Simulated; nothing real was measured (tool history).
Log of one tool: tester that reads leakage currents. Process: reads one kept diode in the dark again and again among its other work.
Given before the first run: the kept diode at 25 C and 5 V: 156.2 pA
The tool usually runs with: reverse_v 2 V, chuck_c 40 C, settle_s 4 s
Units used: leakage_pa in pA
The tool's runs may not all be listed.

run 1 hour=0 | reverse_v=2 chuck_c=40 settle_s=4 | leakage_pa=410.73
run 2 hour=29.1 | reverse_v=2 chuck_c=40 settle_s=4 | leakage_pa=407.45
run 3 hour=59.8 | reverse_v=2 chuck_c=40 settle_s=4 | leakage_pa=406.11
run 4 hour=94.2 | reverse_v=2 chuck_c=40 settle_s=4 | leakage_pa=407.73
run 5 hour=130.4 | reverse_v=2 chuck_c=40 settle_s=4 | leakage_pa=406.43
run 6 hour=168.9 | reverse_v=2 chuck_c=40 settle_s=4 | leakage_pa=405.18
run 7 hour=188.4 | reverse_v=3.35 chuck_c=40 settle_s=4 | leakage_pa=494.97
run 8 hour=213.5 | reverse_v=11.31 chuck_c=40 settle_s=6.99 | leakage_pa=806.32
run 9 hour=241.8 | reverse_v=11.31 chuck_c=33 settle_s=2.27 | leakage_pa=443.03
run 10 hour=276.8 | reverse_v=11.31 chuck_c=49 settle_s=2.27 | leakage_pa=1674.54
run 11 hour=314 | reverse_v=11.31 chuck_c=46 settle_s=2.63 | leakage_pa=1315.62
run 12 hour=350 | reverse_v=18.58 chuck_c=59 settle_s=0.38 | leakage_pa=4404.01

Hidden state or all else? Some run-to-run changes of leakage_pa, split into what the settings, what came in and random variation would give without the hidden state, and what is left for the hidden state (with any gauge scatter that isn't in both results):
Hidden conditions of the tool in this case: stray current of the dirty probe card, pA a volt; current scale over the true one, %; true chuck temperature over the reading, C; drift of the gauge itself on leakage_pa, %.
Run 11 -> 12: reverse_v 11.31 -> 18.58, chuck_c 46 -> 59, settle_s 2.63 -> 0.38. leakage_pa +3088.39 pA: hidden state -30.15, all else +3118.54.
